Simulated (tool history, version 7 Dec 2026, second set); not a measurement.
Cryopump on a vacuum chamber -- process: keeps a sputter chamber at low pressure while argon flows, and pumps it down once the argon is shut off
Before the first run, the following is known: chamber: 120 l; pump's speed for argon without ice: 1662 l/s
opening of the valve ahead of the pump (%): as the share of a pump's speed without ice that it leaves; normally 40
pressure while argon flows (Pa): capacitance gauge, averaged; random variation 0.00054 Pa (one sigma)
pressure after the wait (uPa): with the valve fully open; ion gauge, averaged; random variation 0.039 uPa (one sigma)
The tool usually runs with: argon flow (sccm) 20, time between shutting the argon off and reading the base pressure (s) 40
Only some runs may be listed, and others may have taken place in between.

run,day,argon flow (sccm),time between shutting the argon off and reading the base pressure (s),opening of the valve ahead of the pump (%),pressure while argon flows (Pa),pressure after the wait (uPa)
1,0.000,20,40,40,0.0520,3.20
2,2.962,20,51,40,0.0518,2.86
3,6.746,20,51,40,0.0528,3.08
4,10.642,20,51,40,0.0553,3.08
5,13.571,20,40,40,0.0569,3.62
6,18.183,20,40,43,0.0549,3.79
# day 18.604: pump warmed up, emptied and cooled again
7,21.788,20,40,40,0.0530,3.42
8,25.904,20,40,40,0.0554,3.54
9,28.450,20,40,22,0.0960,3.67
# day 29.008: leaking fittings of the chamber tightened, without venting
10,30.788,20,40,22,0.0987,2.35
11,34.204,33,39,40,0.0938,2.41
# day 37.383: pump warmed up, emptied and cooled again
12,39.104,20,40,35,0.0596,2.35
13,43.900,20,40,24,0.0864,2.41
14,47.771,20,40,24,0.0893,2.43
15,52.825,16,272,41,0.0454,0.76
16,55.583,9,53,15,0.0641,2.02

Here are 5 independent what-if runs from the current tool condition. What would each one return?
# day 56.133: pump warmed up, emptied and cooled again
A,60.912,12,35,15,?,?
# day 56.133: pump warmed up, emptied and cooled again
B,60.912,16,94,40,?,?
# day 56.133: pump warmed up, emptied and cooled again
C,60.912,27,122,35,?,?
# day 56.133: pump warmed up, emptied and cooled again
D,60.912,27,40,40,?,?
# day 56.133: pump warmed up, emptied and cooled again
E,60.912,27,152,39,?,?

run,pressure while argon flows (Pa),pressure after the wait (uPa)
A,0.0828,2.70
B,0.0429,1.32
C,0.0820,1.10
D,0.0719,2.50
E,0.0737,1.04
With the hidden condition removed and each run's random variation left untouched, the same runs would have given:
run,pressure while argon flows (Pa),pressure after the wait (uPa)
A,0.0814,2.43
B,0.0409,1.04
C,0.0787,0.83
D,0.0686,2.22
E,0.0704,0.76

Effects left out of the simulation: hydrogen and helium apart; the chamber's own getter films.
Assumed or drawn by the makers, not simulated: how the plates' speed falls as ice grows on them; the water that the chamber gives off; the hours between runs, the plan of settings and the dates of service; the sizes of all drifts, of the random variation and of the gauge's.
